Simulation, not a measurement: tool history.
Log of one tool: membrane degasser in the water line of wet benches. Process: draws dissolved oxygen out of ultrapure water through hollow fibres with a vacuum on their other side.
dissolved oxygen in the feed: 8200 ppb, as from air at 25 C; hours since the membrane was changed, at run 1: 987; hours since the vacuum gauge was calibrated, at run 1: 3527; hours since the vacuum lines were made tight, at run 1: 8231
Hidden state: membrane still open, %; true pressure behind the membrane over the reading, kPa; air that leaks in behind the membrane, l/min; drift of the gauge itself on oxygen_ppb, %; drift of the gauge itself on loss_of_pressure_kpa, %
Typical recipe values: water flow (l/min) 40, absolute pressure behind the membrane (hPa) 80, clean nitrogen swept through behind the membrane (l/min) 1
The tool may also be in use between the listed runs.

| run | day | water flow (l/min) | absolute pressure behind the membrane (hPa) | clean nitrogen swept through behind the membrane (l/min) | hours since the membrane was changed | hours since the vacuum gauge was calibrated | hours since the vacuum lines were made tight | dissolved oxygen in the water behind the degasser (ppb) | pressure that the water loses in the fibres (hPa) |
|---|---|---|---|---|---|---|---|---|---|
| 1 | 0 | 40 | 80 | 1 | 987 | 3527 | 8231 | 427.6 | 550.8 |
| 2 | 4.892 | 40 | 80 | 1 | 1104 | 3645 | 8348 | 422.5 | 548.1 |
| 3 | 11.242 | 40 | 80 | 1 | 1256 | 3797 | 8501 | 427.7 | 549.3 |
| 4 | 15.412 | 40 | 80 | 1 | 1357 | 3897 | 8601 | 427.1 | 553.8 |
| 5 | 21.058 | 40 | 75.3 | 1 | 1492 | 4033 | 8736 | 391.1 | 554.6 |
| 6 | 26.233 | 40 | 75.3 | 1 | 1616 | 4157 | 8860 | 390.8 | 555.3 |
| 7 | 29.196 | 40 | 80 | 1 | 1687 | 4228 | 8931 | 427.9 | 553.2 |
| 8 | 33.004 | 40 | 80 | 1 | 1779 | 4319 | 9023 | 427.8 | 553.3 |
| 9 | 37.908 | 40 | 80 | 0.54 | 1896 | 4437 | 9141 | 634 | 555.6 |
| 10 | 42.775 | 40 | 80 | 1 | 2013 | 4554 | 9257 | 424.9 | 551.3 |
| 11 | 48.421 | 40 | 80 | 1 | 2149 | 4689 | 9393 | 426.1 | 552.9 |
| 12 | 55.096 | 40 | 80 | 0.81 | 2309 | 4850 | 9553 | 492.8 | 550.9 |
| 13 | 59.7 | 40 | 80 | 0.81 | 2419 | 4960 | 9664 | 492.2 | 550.5 |
| 14 | 65.1 | 40 | 124.4 | 1 | 2549 | 5090 | 9793 | 745.7 | 560.2 |
| 15 | 71.683 | 40 | 124.4 | 1 | 2707 | 5248 | 9951 | 745.2 | 555.2 |
| 16 | 74.692 | 40 | 124.4 | 1 | 2779 | 5320 | 10023 | 746.6 | 552.2 |
| 17 | 81.5 | 40 | 178.2 | 1.48 | 2943 | 5483 | 10187 | 830.2 | 553.1 |
| 18 | 87.796 | 40 | 80 | 0.57 | 3094 | 5634 | 10338 | 622.7 | 553 |
| 19 | 92.304 | 40 | 80 | 0.57 | 3202 | 5743 | 10446 | 613.8 | 555.2 |
|  | 92.962 | vacuum gauge calibrated |
| 20 | 98.271 | 40 | 56.4 | 1.59 | 3345 | 127 | 10589 | 191.1 | 557.5 |
| 21 | 103.283 | 40 | 86.7 | 0.61 | 3465 | 248 | 10709 | 668.3 | 556.2 |
| 22 | 106.583 | 25 | 80 | 1.76 | 3544 | 327 | 10788 | 173 | 348 |
| 23 | 109.5 | 40 | 186.6 | 2.08 | 3614 | 397 | 10858 | 679.8 | 558.1 |
| 24 | 116.5 | 40 | 135.5 | 1 | 3782 | 565 | 11026 | 826.3 | 560 |
| 25 | 121.021 | 29 | 179.7 | 1 | 3891 | 673 | 11135 | 862.4 | 404.3 |
| 26 | 124.233 | 40 | 122.3 | 1.55 | 3968 | 750 | 11212 | 538.6 | 563.3 |
| 27 | 127.312 | 51 | 122.3 | 1.31 | 4042 | 824 | 11286 | 764.1 | 710.8 |
| 28 | 131.167 | 51 | 122.3 | 1.31 | 4134 | 917 | 11378 | 772.1 | 710.5 |
|  | 134.758 | vacuum gauge calibrated, once more |
| 29 | 135.892 | 51 | 53.6 | 0.63 | 4247 | 27 | 11491 | 375.3 | 711.7 |
| 30 | 141.25 | 51 | 53.6 | 0.63 | 4376 | 156 | 11620 | 375.2 | 707 |
| 31 | 146.596 | 61 | 95.3 | 2.19 | 4504 | 284 | 11748 | 515.4 | 851 |

Hidden condition of the tool, last listed run before each entry between runs versus first listed run after:
Logged between run 19 and run 20: vacuum gauge calibrated (day 92.962)
  membrane still open, %: 98.6 -> 98.5; true pressure behind the membrane over the reading, kPa: 0.19 -> 0.23; air that leaks in behind the membrane, l/min: 0.0226 -> 0.0229
  difference, measured minus the result without the unlogged condition, dissolved oxygen in the water behind the degasser (ppb): +19.5 -> +16.5; pressure that the water loses in the fibres (hPa): +7.8 -> +8.3
Logged between run 28 and run 29: vacuum gauge calibrated, once more (day 134.758)
  membrane still open, %: 98.2 -> 98.1; true pressure behind the membrane over the reading, kPa: 0.25 -> -0.04; air that leaks in behind the membrane, l/min: 0.0245 -> 0.0248
  difference, measured minus the result without the unlogged condition, dissolved oxygen in the water behind the degasser (ppb): +25.1 -> +0.2; pressure that the water loses in the fibres (hPa): +12.9 -> +13.3
